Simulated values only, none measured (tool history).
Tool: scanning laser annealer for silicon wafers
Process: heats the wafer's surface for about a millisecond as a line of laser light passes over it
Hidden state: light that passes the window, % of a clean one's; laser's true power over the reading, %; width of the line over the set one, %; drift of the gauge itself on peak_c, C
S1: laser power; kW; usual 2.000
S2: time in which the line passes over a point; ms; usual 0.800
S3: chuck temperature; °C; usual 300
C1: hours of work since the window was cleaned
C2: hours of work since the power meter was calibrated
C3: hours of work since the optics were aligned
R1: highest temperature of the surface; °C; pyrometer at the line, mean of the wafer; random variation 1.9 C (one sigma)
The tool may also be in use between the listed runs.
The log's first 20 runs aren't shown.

run,day,S1,S2,S3,C1,C2,C3,R1
21,21.933,2.133,0.913,297,368,682,582,1187
22,23.275,2.000,0.602,273,392,706,606,934
23,23.996,1.751,0.701,305,405,719,619,925
24,24.958,2.118,0.834,262,423,737,636,1095
25,26.038,2.003,0.689,315,442,756,656,1021
26,27.242,2.003,0.689,334,464,778,678,1039
27,28.608,2.003,0.689,334,489,803,702,1037
28,29.638,2.003,0.689,334,507,821,721,1035

Forecast run 29:
# day 30.321: window over the wafer cleaned
29,30.729,1.787,0.800,300,7,839,739,?

{"run 29": {"R1": 1016}}
Without the tool's hidden state the same run would have given R1 1021 °C.
